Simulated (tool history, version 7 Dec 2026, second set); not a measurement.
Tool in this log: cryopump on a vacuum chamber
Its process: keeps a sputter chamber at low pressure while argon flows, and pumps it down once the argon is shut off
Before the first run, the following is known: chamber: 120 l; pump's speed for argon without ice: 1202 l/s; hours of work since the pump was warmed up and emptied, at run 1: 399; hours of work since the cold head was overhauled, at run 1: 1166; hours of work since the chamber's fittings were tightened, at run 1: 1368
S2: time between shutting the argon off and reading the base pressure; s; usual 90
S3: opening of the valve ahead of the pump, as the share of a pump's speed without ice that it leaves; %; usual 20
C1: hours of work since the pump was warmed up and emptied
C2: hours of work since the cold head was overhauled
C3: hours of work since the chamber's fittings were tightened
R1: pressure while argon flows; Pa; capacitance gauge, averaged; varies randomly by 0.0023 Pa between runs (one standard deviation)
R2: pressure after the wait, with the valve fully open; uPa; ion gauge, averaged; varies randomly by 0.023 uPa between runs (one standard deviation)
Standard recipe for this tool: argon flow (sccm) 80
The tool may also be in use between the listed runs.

{"run": 1, "hour": 0.0, "argon flow (sccm)": 80, "S2": 90, "S3": 20, "C1": 399, "C2": 1166, "C3": 1368, "R1": 0.5879, "R2": 2.76}
{"run": 2, "hour": 58.9, "argon flow (sccm)": 80, "S2": 90, "S3": 18, "C1": 423, "C2": 1191, "C3": 1393, "R1": 0.6472, "R2": 2.84}
{"run": 3, "hour": 127.9, "argon flow (sccm)": 80, "S2": 90, "S3": 18, "C1": 452, "C2": 1219, "C3": 1421, "R1": 0.6515, "R2": 2.83}
{"run": 4, "hour": 202.1, "argon flow (sccm)": 80, "S2": 90, "S3": 18, "C1": 482, "C2": 1250, "C3": 1452, "R1": 0.6523, "R2": 2.95}
{"run": 5, "hour": 276.8, "argon flow (sccm)": 80, "S2": 234, "S3": 20, "C1": 513, "C2": 1281, "C3": 1483, "R1": 0.5941, "R2": 2.75}
{"run": 6, "hour": 351.0, "argon flow (sccm)": 80, "S2": 234, "S3": 20, "C1": 544, "C2": 1311, "C3": 1513, "R1": 0.5954, "R2": 2.79}
{"run": 7, "hour": 414.1, "argon flow (sccm)": 80, "S2": 234, "S3": 20, "C1": 570, "C2": 1338, "C3": 1540, "R1": 0.6012, "R2": 2.83}
{"run": 8, "hour": 473.3, "argon flow (sccm)": 80, "S2": 234, "S3": 20, "C1": 595, "C2": 1362, "C3": 1564, "R1": 0.6026, "R2": 2.92}
{"run": 9, "hour": 527.1, "argon flow (sccm)": 80, "S2": 234, "S3": 20, "C1": 617, "C2": 1384, "C3": 1586, "R1": 0.5978, "R2": 3.08}
{"run": 10, "hour": 596.0, "argon flow (sccm)": 80, "S2": 234, "S3": 20, "C1": 645, "C2": 1413, "C3": 1615, "R1": 0.6091, "R2": 3.14}
{"run": 11, "hour": 637.3, "argon flow (sccm)": 80, "S2": 234, "S3": 20, "C1": 662, "C2": 1430, "C3": 1632, "R1": 0.6065, "R2": 3.06}
{"run": 12, "hour": 675.9, "argon flow (sccm)": 80, "S2": 234, "S3": 20, "C1": 678, "C2": 1446, "C3": 1648, "R1": 0.6043, "R2": 3.15}
{"run": 13, "hour": 749.3, "argon flow (sccm)": 80, "S2": 90, "S3": 20, "C1": 709, "C2": 1476, "C3": 1678, "R1": 0.6086, "R2": 3.6}
{"run": 14, "hour": 809.4, "argon flow (sccm)": 80, "S2": 90, "S3": 20, "C1": 734, "C2": 1501, "C3": 1703, "R1": 0.6124, "R2": 3.77}
{"hour": 833.5, "done": "pump warmed up, emptied and cooled again"}
{"run": 15, "hour": 884.8, "argon flow (sccm)": 80, "S2": 90, "S3": 20, "C1": 21, "C2": 1530, "C3": 1732, "R1": 0.5671, "R2": 2.85}
{"run": 16, "hour": 958.0, "argon flow (sccm)": 80, "S2": 90, "S3": 20, "C1": 51, "C2": 1560, "C3": 1762, "R1": 0.5689, "R2": 2.97}
{"run": 17, "hour": 990.8, "argon flow (sccm)": 80, "S2": 90, "S3": 20, "C1": 65, "C2": 1574, "C3": 1776, "R1": 0.5727, "R2": 2.95}
{"run": 18, "hour": 1032.1, "argon flow (sccm)": 113, "S2": 166, "S3": 20, "C1": 82, "C2": 1591, "C3": 1793, "R1": 0.8012, "R2": 2.69}
{"hour": 1065.8, "done": "leaking fittings of the chamber tightened, without venting"}
{"run": 19, "hour": 1074.5, "argon flow (sccm)": 49, "S2": 90, "S3": 20, "C1": 99, "C2": 1608, "C3": 4, "R1": 0.3505, "R2": 0.87}
{"run": 20, "hour": 1106.0, "argon flow (sccm)": 88, "S2": 90, "S3": 20, "C1": 112, "C2": 1621, "C3": 17, "R1": 0.6267, "R2": 0.88}
{"run": 21, "hour": 1159.5, "argon flow (sccm)": 136, "S2": 27, "S3": 24, "C1": 134, "C2": 1643, "C3": 39, "R1": 0.8139, "R2": 2.23}
{"run": 22, "hour": 1197.7, "argon flow (sccm)": 38, "S2": 27, "S3": 47, "C1": 150, "C2": 1659, "C3": 55, "R1": 0.1182, "R2": 2.28}
{"run": 23, "hour": 1230.0, "argon flow (sccm)": 38, "S2": 27, "S3": 47, "C1": 163, "C2": 1672, "C3": 68, "R1": 0.1189, "R2": 2.29}
{"run": 24, "hour": 1286.1, "argon flow (sccm)": 80, "S2": 90, "S3": 27, "C1": 186, "C2": 1695, "C3": 91, "R1": 0.4281, "R2": 0.99}
{"run": 25, "hour": 1353.9, "argon flow (sccm)": 119, "S2": 90, "S3": 16, "C1": 214, "C2": 1723, "C3": 119, "R1": 1.0699, "R2": 1.03}
{"run": 26, "hour": 1409.4, "argon flow (sccm)": 119, "S2": 90, "S3": 16, "C1": 237, "C2": 1746, "C3": 142, "R1": 1.0719, "R2": 1.05}
{"run": 27, "hour": 1461.3, "argon flow (sccm)": 134, "S2": 93, "S3": 39, "C1": 259, "C2": 1768, "C3": 164, "R1": 0.5147, "R2": 1.1}
{"run": 28, "hour": 1509.7, "argon flow (sccm)": 80, "S2": 31, "S3": 25, "C1": 279, "C2": 1788, "C3": 184, "R1": 0.4669, "R2": 2.24}
{"run": 29, "hour": 1569.1, "argon flow (sccm)": 39, "S2": 50, "S3": 42, "C1": 303, "C2": 1812, "C3": 208, "R1": 0.1405, "R2": 1.61}
{"run": 30, "hour": 1629.9, "argon flow (sccm)": 80, "S2": 52, "S3": 44, "C1": 329, "C2": 1838, "C3": 233, "R1": 0.2758, "R2": 1.63}
{"run": 31, "hour": 1662.1, "argon flow (sccm)": 80, "S2": 52, "S3": 44, "C1": 342, "C2": 1851, "C3": 247, "R1": 0.2782, "R2": 1.63}
{"run": 32, "hour": 1734.3, "argon flow (sccm)": 35, "S2": 105, "S3": 22, "C1": 372, "C2": 1881, "C3": 276, "R1": 0.2343, "R2": 1.15}
{"run": 33, "hour": 1776.8, "argon flow (sccm)": 35, "S2": 105, "S3": 22, "C1": 389, "C2": 1898, "C3": 294, "R1": 0.2353, "R2": 1.22}

Alternative continuations, all from the tool just after run 33; predict every row:
{"run": "A", "hour": 1849.4, "argon flow (sccm)": 82, "S2": 90, "S3": 18, "C1": 419, "C2": 1928, "C3": 324, "R1": "?", "R2": "?"}
{"run": "B", "hour": 1849.4, "argon flow (sccm)": 107, "S2": 105, "S3": 22, "C1": 419, "C2": 1928, "C3": 324, "R1": "?", "R2": "?"}
{"run": "C", "hour": 1849.4, "argon flow (sccm)": 80, "S2": 90, "S3": 49, "C1": 419, "C2": 1928, "C3": 324, "R1": "?", "R2": "?"}
{"run": "D", "hour": 1849.4, "argon flow (sccm)": 57, "S2": 95, "S3": 47, "C1": 419, "C2": 1928, "C3": 324, "R1": "?", "R2": "?"}

run=A R1=0.6687 R2=1.34
run=B R1=0.7231 R2=1.22
run=C R1=0.2536 R2=1.35
run=D R1=0.1892 R2=1.33
Stripped of hidden state, with their random variation kept, the same runs would have yielded:
run=A R1=0.6419 R2=0.80
run=B R1=0.6880 R2=0.69
run=C R1=0.2277 R2=0.81
run=D R1=0.1706 R2=0.78
